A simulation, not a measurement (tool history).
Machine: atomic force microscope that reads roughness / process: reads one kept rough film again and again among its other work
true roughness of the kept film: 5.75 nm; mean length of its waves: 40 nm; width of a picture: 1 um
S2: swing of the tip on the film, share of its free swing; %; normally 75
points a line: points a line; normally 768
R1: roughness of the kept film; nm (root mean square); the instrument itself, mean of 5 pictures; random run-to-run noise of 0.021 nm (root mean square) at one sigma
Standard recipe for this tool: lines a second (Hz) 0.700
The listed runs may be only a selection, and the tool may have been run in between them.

{"run": 1, "hour": 0.0, "lines a second (Hz)": 0.7, "S2": 75, "points a line": 768, "R1": 5.002}
{"run": 2, "hour": 19.5, "lines a second (Hz)": 0.7, "S2": 75, "points a line": 768, "R1": 4.797}
{"run": 3, "hour": 45.9, "lines a second (Hz)": 0.7, "S2": 75, "points a line": 768, "R1": 4.564}
{"hour": 84.0, "done": "new tip fitted"}
{"run": 4, "hour": 84.0, "lines a second (Hz)": 0.7, "S2": 75, "points a line": 768, "R1": 5.049}
{"run": 5, "hour": 116.5, "lines a second (Hz)": 3.809, "S2": 75, "points a line": 768, "R1": 3.8}
{"run": 6, "hour": 138.6, "lines a second (Hz)": 3.809, "S2": 75, "points a line": 768, "R1": 3.647}
{"hour": 168.8, "done": "new tip fitted"}
{"run": 7, "hour": 169.7, "lines a second (Hz)": 3.809, "S2": 75, "points a line": 768, "R1": 4.03}
{"run": 8, "hour": 189.4, "lines a second (Hz)": 3.809, "S2": 75, "points a line": 768, "R1": 3.903}
{"run": 9, "hour": 215.6, "lines a second (Hz)": 0.7, "S2": 78, "points a line": 768, "R1": 4.546}
{"run": 10, "hour": 241.7, "lines a second (Hz)": 0.7, "S2": 75, "points a line": 768, "R1": 4.417}
{"hour": 254.0, "done": "new tip fitted"}
{"run": 11, "hour": 265.2, "lines a second (Hz)": 0.7, "S2": 75, "points a line": 768, "R1": 4.873}
{"run": 12, "hour": 299.3, "lines a second (Hz)": 0.7, "S2": 75, "points a line": 768, "R1": 4.594}
{"run": 13, "hour": 332.8, "lines a second (Hz)": 1.922, "S2": 75, "points a line": 768, "R1": 3.941}
{"hour": 339.4, "done": "new tip fitted"}
{"run": 14, "hour": 372.5, "lines a second (Hz)": 3.756, "S2": 75, "points a line": 768, "R1": 3.846}
{"run": 15, "hour": 400.8, "lines a second (Hz)": 3.756, "S2": 75, "points a line": 768, "R1": 3.636}
{"hour": 425.3, "done": "new tip fitted"}
{"run": 16, "hour": 427.4, "lines a second (Hz)": 3.756, "S2": 75, "points a line": 768, "R1": 4.05}
{"run": 17, "hour": 470.7, "lines a second (Hz)": 0.7, "S2": 75, "points a line": 541, "R1": 4.62}
{"hour": 511.2, "done": "new tip fitted"}
{"run": 18, "hour": 515.2, "lines a second (Hz)": 0.7, "S2": 75, "points a line": 599, "R1": 4.907}
{"run": 19, "hour": 554.9, "lines a second (Hz)": 0.7, "S2": 75, "points a line": 599, "R1": 4.604}
{"run": 20, "hour": 578.8, "lines a second (Hz)": 0.7, "S2": 75, "points a line": 768, "R1": 4.379}
{"hour": 596.6, "done": "new tip fitted"}
{"run": 21, "hour": 622.1, "lines a second (Hz)": 0.7, "S2": 75, "points a line": 768, "R1": 4.752}
{"run": 22, "hour": 641.2, "lines a second (Hz)": 0.7, "S2": 75, "points a line": 768, "R1": 4.584}
{"run": 23, "hour": 665.1, "lines a second (Hz)": 0.7, "S2": 75, "points a line": 768, "R1": 4.376}
{"hour": 683.3, "done": "new tip fitted"}
{"run": 24, "hour": 692.4, "lines a second (Hz)": 0.7, "S2": 75, "points a line": 768, "R1": 4.938}
{"run": 25, "hour": 714.7, "lines a second (Hz)": 0.7, "S2": 75, "points a line": 768, "R1": 4.709}
{"run": 26, "hour": 740.6, "lines a second (Hz)": 0.7, "S2": 55, "points a line": 293, "R1": 4.631}
{"hour": 768.2, "done": "new tip fitted"}
{"run": 27, "hour": 782.3, "lines a second (Hz)": 1.901, "S2": 69, "points a line": 355, "R1": 4.635}
{"run": 28, "hour": 822.0, "lines a second (Hz)": 0.846, "S2": 86, "points a line": 258, "R1": 4.272}
{"run": 29, "hour": 848.9, "lines a second (Hz)": 0.846, "S2": 86, "points a line": 258, "R1": 4.074}
{"hour": 853.7, "done": "new tip fitted"}
{"run": 30, "hour": 874.8, "lines a second (Hz)": 2.558, "S2": 78, "points a line": 349, "R1": 4.104}
{"run": 31, "hour": 903.5, "lines a second (Hz)": 1.304, "S2": 78, "points a line": 933, "R1": 4.275}
{"run": 32, "hour": 931.1, "lines a second (Hz)": 0.747, "S2": 78, "points a line": 629, "R1": 4.315}
{"hour": 940.8, "done": "new tip fitted"}
{"run": 33, "hour": 961.1, "lines a second (Hz)": 1.76, "S2": 58, "points a line": 768, "R1": 4.88}
{"run": 34, "hour": 991.8, "lines a second (Hz)": 1.76, "S2": 58, "points a line": 768, "R1": 4.588}
{"run": 35, "hour": 1015.6, "lines a second (Hz)": 2.002, "S2": 60, "points a line": 400, "R1": 4.361}
{"hour": 1027.6, "done": "new tip fitted"}
{"run": 36, "hour": 1058.2, "lines a second (Hz)": 2.002, "S2": 60, "points a line": 400, "R1": 4.671}
{"run": 37, "hour": 1092.7, "lines a second (Hz)": 2.002, "S2": 60, "points a line": 449, "R1": 4.352}
{"hour": 1112.9, "done": "new tip fitted"}
{"run": 38, "hour": 1127.2, "lines a second (Hz)": 0.62, "S2": 60, "points a line": 294, "R1": 5.02}
{"run": 39, "hour": 1149.4, "lines a second (Hz)": 0.62, "S2": 74, "points a line": 294, "R1": 4.727}
{"run": 40, "hour": 1179.0, "lines a second (Hz)": 2.42, "S2": 80, "points a line": 507, "R1": 3.743}
{"hour": 1199.7, "done": "new tip fitted"}
{"run": 41, "hour": 1205.2, "lines a second (Hz)": 2.346, "S2": 73, "points a line": 383, "R1": 4.436}
{"run": 42, "hour": 1229.9, "lines a second (Hz)": 0.7, "S2": 63, "points a line": 525, "R1": 4.869}
{"run": 43, "hour": 1253.3, "lines a second (Hz)": 0.7, "S2": 63, "points a line": 525, "R1": 4.679}
{"run": 44, "hour": 1271.2, "lines a second (Hz)": 0.7, "S2": 72, "points a line": 542, "R1": 4.412}
{"hour": 1285.2, "done": "new tip fitted"}
{"run": 45, "hour": 1304.0, "lines a second (Hz)": 0.563, "S2": 62, "points a line": 303, "R1": 5.0}
{"run": 46, "hour": 1347.0, "lines a second (Hz)": 0.772, "S2": 79, "points a line": 303, "R1": 4.395}
{"hour": 1370.8, "done": "new tip fitted"}
{"run": 47, "hour": 1380.4, "lines a second (Hz)": 0.772, "S2": 79, "points a line": 303, "R1": 4.835}
{"run": 48, "hour": 1401.9, "lines a second (Hz)": 1.835, "S2": 65, "points a line": 319, "R1": 4.609}
{"run": 49, "hour": 1431.5, "lines a second (Hz)": 3.605, "S2": 82, "points a line": 768, "R1": 3.356}
{"hour": 1456.4, "done": "new tip fitted"}
{"run": 50, "hour": 1459.0, "lines a second (Hz)": 3.605, "S2": 82, "points a line": 768, "R1": 3.695}

Each row is a separate what-if for the run after 50, all from the same tool condition, not one after another. Results?
{"run": "A", "hour": 1496.1, "lines a second (Hz)": 0.572, "S2": 60, "points a line": 969, "R1": "?"}
{"run": "B", "hour": 1496.1, "lines a second (Hz)": 1.043, "S2": 71, "points a line": 752, "R1": "?"}
{"run": "C", "hour": 1496.1, "lines a second (Hz)": 0.7, "S2": 75, "points a line": 420, "R1": "?"}
{"run": "D", "hour": 1496.1, "lines a second (Hz)": 0.7, "S2": 75, "points a line": 403, "R1": "?"}
{"run": "E", "hour": 1496.1, "lines a second (Hz)": 0.7, "S2": 75, "points a line": 545, "R1": "?"}

run=A R1=4.869
run=B R1=4.601
run=C R1=4.650
run=D R1=4.681
run=E R1=4.636
Take away the tool's hidden state, keep each run's random variation, and the runs would have read:
run=A R1=5.300
run=B R1=5.008
run=C R1=5.062
run=D R1=5.095
run=E R1=5.046
